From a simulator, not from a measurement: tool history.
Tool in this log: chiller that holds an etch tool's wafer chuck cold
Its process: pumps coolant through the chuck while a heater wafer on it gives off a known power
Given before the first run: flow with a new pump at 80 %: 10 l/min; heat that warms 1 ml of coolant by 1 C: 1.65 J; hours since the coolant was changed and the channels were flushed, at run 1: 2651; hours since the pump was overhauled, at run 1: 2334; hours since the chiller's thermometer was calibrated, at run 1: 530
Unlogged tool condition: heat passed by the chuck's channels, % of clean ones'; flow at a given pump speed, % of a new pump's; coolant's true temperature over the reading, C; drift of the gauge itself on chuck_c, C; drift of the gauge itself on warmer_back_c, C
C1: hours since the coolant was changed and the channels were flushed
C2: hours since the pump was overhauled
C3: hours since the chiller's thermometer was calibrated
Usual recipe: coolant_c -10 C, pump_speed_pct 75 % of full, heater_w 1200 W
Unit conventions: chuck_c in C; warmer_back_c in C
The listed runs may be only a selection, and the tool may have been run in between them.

{"run": 1, "day": 0.0, "coolant_c": -10, "pump_speed_pct": 75, "heater_w": 1200, "C1": 2651, "C2": 2334, "C3": 530, "chuck_c": 4.2, "warmer_back_c": 4.87}
{"run": 2, "day": 3.146, "coolant_c": -10, "pump_speed_pct": 75, "heater_w": 1496, "C1": 2727, "C2": 2410, "C3": 605, "chuck_c": 7.5, "warmer_back_c": 6.07}
{"run": 3, "day": 6.229, "coolant_c": -1, "pump_speed_pct": 75, "heater_w": 1496, "C1": 2801, "C2": 2484, "C3": 679, "chuck_c": 16.7, "warmer_back_c": 5.98}
{"run": 4, "day": 9.446, "coolant_c": -1, "pump_speed_pct": 75, "heater_w": 1496, "C1": 2878, "C2": 2561, "C3": 757, "chuck_c": 16.7, "warmer_back_c": 6.06}
{"run": 5, "day": 12.071, "coolant_c": -1, "pump_speed_pct": 75, "heater_w": 1496, "C1": 2941, "C2": 2624, "C3": 820, "chuck_c": 16.7, "warmer_back_c": 6.2}
{"run": 6, "day": 14.175, "coolant_c": -1, "pump_speed_pct": 75, "heater_w": 1496, "C1": 2992, "C2": 2674, "C3": 870, "chuck_c": 16.9, "warmer_back_c": 6.17}
{"run": 7, "day": 15.917, "coolant_c": -1, "pump_speed_pct": 75, "heater_w": 1496, "C1": 3033, "C2": 2716, "C3": 912, "chuck_c": 17.1, "warmer_back_c": 6.13}
{"run": 8, "day": 18.408, "coolant_c": -10, "pump_speed_pct": 75, "heater_w": 1200, "C1": 3093, "C2": 2776, "C3": 972, "chuck_c": 4.6, "warmer_back_c": 4.95}
{"run": 9, "day": 20.796, "coolant_c": -10, "pump_speed_pct": 75, "heater_w": 1200, "C1": 3150, "C2": 2833, "C3": 1029, "chuck_c": 4.5, "warmer_back_c": 4.93}
{"run": 10, "day": 23.875, "coolant_c": -10, "pump_speed_pct": 75, "heater_w": 1200, "C1": 3224, "C2": 2907, "C3": 1103, "chuck_c": 4.6, "warmer_back_c": 4.95}
{"run": 11, "day": 26.604, "coolant_c": -10, "pump_speed_pct": 76, "heater_w": 1200, "C1": 3290, "C2": 2973, "C3": 1168, "chuck_c": 4.5, "warmer_back_c": 4.9}
{"run": 12, "day": 29.329, "coolant_c": -10, "pump_speed_pct": 76, "heater_w": 1200, "C1": 3355, "C2": 3038, "C3": 1234, "chuck_c": 4.5, "warmer_back_c": 4.9}
{"run": 13, "day": 31.567, "coolant_c": -18, "pump_speed_pct": 75, "heater_w": 1200, "C1": 3409, "C2": 3092, "C3": 1287, "chuck_c": -3.3, "warmer_back_c": 4.95}
{"run": 14, "day": 33.492, "coolant_c": -18, "pump_speed_pct": 75, "heater_w": 1200, "C1": 3455, "C2": 3138, "C3": 1334, "chuck_c": -3.3, "warmer_back_c": 4.94}
{"run": 15, "day": 35.921, "coolant_c": -18, "pump_speed_pct": 75, "heater_w": 1200, "C1": 3513, "C2": 3196, "C3": 1392, "chuck_c": -3.3, "warmer_back_c": 4.95}
{"run": 16, "day": 38.538, "coolant_c": -18, "pump_speed_pct": 75, "heater_w": 1200, "C1": 3576, "C2": 3259, "C3": 1455, "chuck_c": -3.2, "warmer_back_c": 4.93}
{"run": 17, "day": 40.329, "coolant_c": -11, "pump_speed_pct": 62, "heater_w": 1050, "C1": 3619, "C2": 3302, "C3": 1498, "chuck_c": 3.9, "warmer_back_c": 5.28}
{"run": 18, "day": 43.588, "coolant_c": -3, "pump_speed_pct": 63, "heater_w": 889, "C1": 3697, "C2": 3380, "C3": 1576, "chuck_c": 9.9, "warmer_back_c": 4.45}
{"run": 19, "day": 45.354, "coolant_c": -18, "pump_speed_pct": 63, "heater_w": 889, "C1": 3740, "C2": 3423, "C3": 1618, "chuck_c": -5.2, "warmer_back_c": 4.48}
{"run": 20, "day": 48.283, "coolant_c": -5, "pump_speed_pct": 61, "heater_w": 1702, "C1": 3810, "C2": 3493, "C3": 1689, "chuck_c": 20.0, "warmer_back_c": 8.7}
{"run": 21, "day": 50.554, "coolant_c": -18, "pump_speed_pct": 63, "heater_w": 1462, "C1": 3865, "C2": 3547, "C3": 1743, "chuck_c": 2.9, "warmer_back_c": 7.28}

Forecast run 22:
{"run": 22, "day": 53.15, "coolant_c": -18, "pump_speed_pct": 88, "heater_w": 1193, "C1": 3927, "C2": 3610, "C3": 1806, "chuck_c": "?", "warmer_back_c": "?"}

chuck_c: -4.8 C
warmer_back_c: 4.15 C
The same run, on a tool lacking any hidden state, would have yielded chuck_c -7.0 C, warmer_back_c 3.86 C.

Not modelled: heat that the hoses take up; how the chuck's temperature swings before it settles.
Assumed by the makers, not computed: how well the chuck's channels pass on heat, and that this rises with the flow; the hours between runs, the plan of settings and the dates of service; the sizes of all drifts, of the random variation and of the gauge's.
